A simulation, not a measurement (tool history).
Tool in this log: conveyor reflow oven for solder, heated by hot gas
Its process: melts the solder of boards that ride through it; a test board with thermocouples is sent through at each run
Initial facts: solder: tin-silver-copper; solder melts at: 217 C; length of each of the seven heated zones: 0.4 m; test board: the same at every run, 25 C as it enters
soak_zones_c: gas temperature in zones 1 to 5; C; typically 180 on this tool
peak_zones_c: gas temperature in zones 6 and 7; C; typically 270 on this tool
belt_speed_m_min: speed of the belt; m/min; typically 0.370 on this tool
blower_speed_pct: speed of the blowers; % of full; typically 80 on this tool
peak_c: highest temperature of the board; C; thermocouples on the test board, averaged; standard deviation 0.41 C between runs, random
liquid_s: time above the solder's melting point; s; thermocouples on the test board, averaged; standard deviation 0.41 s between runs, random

{"run": 1, "day": 0.0, "soak_zones_c": 180, "peak_zones_c": 270, "belt_speed_m_min": 0.37, "blower_speed_pct": 80, "peak_c": 262.5, "liquid_s": 115.1}
{"run": 2, "day": 0.962, "soak_zones_c": 180, "peak_zones_c": 270, "belt_speed_m_min": 0.37, "blower_speed_pct": 80, "peak_c": 263.1, "liquid_s": 114.7}
{"run": 3, "day": 1.454, "soak_zones_c": 180, "peak_zones_c": 270, "belt_speed_m_min": 0.37, "blower_speed_pct": 80, "peak_c": 262.2, "liquid_s": 115.0}
{"run": 4, "day": 1.988, "soak_zones_c": 180, "peak_zones_c": 270, "belt_speed_m_min": 0.37, "blower_speed_pct": 80, "peak_c": 262.8, "liquid_s": 115.2}
{"run": 5, "day": 2.879, "soak_zones_c": 180, "peak_zones_c": 270, "belt_speed_m_min": 0.37, "blower_speed_pct": 80, "peak_c": 261.9, "liquid_s": 115.5}
{"day": 3.725, "done": "flux residue cleaned out of gas plates and filters"}
{"run": 6, "day": 3.912, "soak_zones_c": 180, "peak_zones_c": 270, "belt_speed_m_min": 0.37, "blower_speed_pct": 80, "peak_c": 263.2, "liquid_s": 116.0}
{"run": 7, "day": 4.504, "soak_zones_c": 180, "peak_zones_c": 270, "belt_speed_m_min": 0.37, "blower_speed_pct": 80, "peak_c": 262.7, "liquid_s": 116.6}
{"run": 8, "day": 5.483, "soak_zones_c": 180, "peak_zones_c": 270, "belt_speed_m_min": 0.37, "blower_speed_pct": 75, "peak_c": 263.7, "liquid_s": 116.1}
{"run": 9, "day": 6.412, "soak_zones_c": 180, "peak_zones_c": 270, "belt_speed_m_min": 0.37, "blower_speed_pct": 75, "peak_c": 262.8, "liquid_s": 115.9}
{"day": 6.662, "done": "belt drive overhauled, speed set with a stopwatch"}
{"run": 10, "day": 7.442, "soak_zones_c": 180, "peak_zones_c": 270, "belt_speed_m_min": 0.37, "blower_speed_pct": 75, "peak_c": 262.7, "liquid_s": 115.8}
{"run": 11, "day": 8.442, "soak_zones_c": 180, "peak_zones_c": 270, "belt_speed_m_min": 0.37, "blower_speed_pct": 75, "peak_c": 262.4, "liquid_s": 116.1}
{"run": 12, "day": 9.25, "soak_zones_c": 182, "peak_zones_c": 270, "belt_speed_m_min": 0.37, "blower_speed_pct": 75, "peak_c": 263.8, "liquid_s": 117.9}
{"run": 13, "day": 9.812, "soak_zones_c": 182, "peak_zones_c": 270, "belt_speed_m_min": 0.37, "blower_speed_pct": 75, "peak_c": 262.9, "liquid_s": 116.9}
{"day": 10.917, "done": "belt drive overhauled, speed set with a stopwatch, once more"}
{"run": 14, "day": 10.975, "soak_zones_c": 180, "peak_zones_c": 270, "belt_speed_m_min": 0.37, "blower_speed_pct": 80, "peak_c": 262.6, "liquid_s": 114.0}
{"run": 15, "day": 11.758, "soak_zones_c": 188, "peak_zones_c": 270, "belt_speed_m_min": 0.37, "blower_speed_pct": 80, "peak_c": 263.7, "liquid_s": 119.3}
{"run": 16, "day": 12.692, "soak_zones_c": 167, "peak_zones_c": 270, "belt_speed_m_min": 0.351, "blower_speed_pct": 81, "peak_c": 262.9, "liquid_s": 114.0}
{"run": 17, "day": 13.175, "soak_zones_c": 167, "peak_zones_c": 270, "belt_speed_m_min": 0.351, "blower_speed_pct": 81, "peak_c": 263.2, "liquid_s": 114.8}
{"run": 18, "day": 14.146, "soak_zones_c": 192, "peak_zones_c": 284, "belt_speed_m_min": 0.335, "blower_speed_pct": 62, "peak_c": 278.3, "liquid_s": 143.9}
{"run": 19, "day": 14.912, "soak_zones_c": 169, "peak_zones_c": 270, "belt_speed_m_min": 0.392, "blower_speed_pct": 80, "peak_c": 260.5, "liquid_s": 99.8}
{"run": 20, "day": 15.35, "soak_zones_c": 195, "peak_zones_c": 284, "belt_speed_m_min": 0.343, "blower_speed_pct": 68, "peak_c": 278.1, "liquid_s": 142.6}
{"run": 21, "day": 16.188, "soak_zones_c": 167, "peak_zones_c": 266, "belt_speed_m_min": 0.332, "blower_speed_pct": 72, "peak_c": 259.6, "liquid_s": 118.7}
{"run": 22, "day": 17.15, "soak_zones_c": 167, "peak_zones_c": 266, "belt_speed_m_min": 0.332, "blower_speed_pct": 72, "peak_c": 259.8, "liquid_s": 118.6}
{"run": 23, "day": 17.575, "soak_zones_c": 190, "peak_zones_c": 260, "belt_speed_m_min": 0.355, "blower_speed_pct": 84, "peak_c": 255.7, "liquid_s": 120.4}
{"run": 24, "day": 18.588, "soak_zones_c": 180, "peak_zones_c": 263, "belt_speed_m_min": 0.377, "blower_speed_pct": 69, "peak_c": 255.5, "liquid_s": 105.7}
{"run": 25, "day": 19.088, "soak_zones_c": 180, "peak_zones_c": 270, "belt_speed_m_min": 0.37, "blower_speed_pct": 51, "peak_c": 260.5, "liquid_s": 111.1}
{"run": 26, "day": 20.083, "soak_zones_c": 180, "peak_zones_c": 270, "belt_speed_m_min": 0.413, "blower_speed_pct": 57, "peak_c": 258.4, "liquid_s": 97.9}
{"run": 27, "day": 21.008, "soak_zones_c": 180, "peak_zones_c": 270, "belt_speed_m_min": 0.413, "blower_speed_pct": 57, "peak_c": 258.0, "liquid_s": 97.4}
{"run": 28, "day": 21.708, "soak_zones_c": 184, "peak_zones_c": 270, "belt_speed_m_min": 0.413, "blower_speed_pct": 85, "peak_c": 261.7, "liquid_s": 102.8}
{"run": 29, "day": 22.688, "soak_zones_c": 184, "peak_zones_c": 270, "belt_speed_m_min": 0.384, "blower_speed_pct": 85, "peak_c": 264.1, "liquid_s": 113.7}

Branching from run 29: 3 alternative next runs. What would each branch give?
{"run": "A", "day": 23.554, "soak_zones_c": 184, "peak_zones_c": 272, "belt_speed_m_min": 0.384, "blower_speed_pct": 70, "peak_c": "?", "liquid_s": "?"}
{"run": "B", "day": 23.554, "soak_zones_c": 184, "peak_zones_c": 263, "belt_speed_m_min": 0.329, "blower_speed_pct": 89, "peak_c": "?", "liquid_s": "?"}
{"run": "C", "day": 23.554, "soak_zones_c": 180, "peak_zones_c": 265, "belt_speed_m_min": 0.37, "blower_speed_pct": 80, "peak_c": "?", "liquid_s": "?"}

run=A peak_c=264.0 liquid_s=112.2
run=B peak_c=259.8 liquid_s=130.2
run=C peak_c=258.1 liquid_s=110.7
Had the tool no hidden state, the same runs would have come out as:
run=A peak_c=263.8 liquid_s=112.2
run=B peak_c=259.3 liquid_s=130.2
run=C peak_c=257.9 liquid_s=110.9

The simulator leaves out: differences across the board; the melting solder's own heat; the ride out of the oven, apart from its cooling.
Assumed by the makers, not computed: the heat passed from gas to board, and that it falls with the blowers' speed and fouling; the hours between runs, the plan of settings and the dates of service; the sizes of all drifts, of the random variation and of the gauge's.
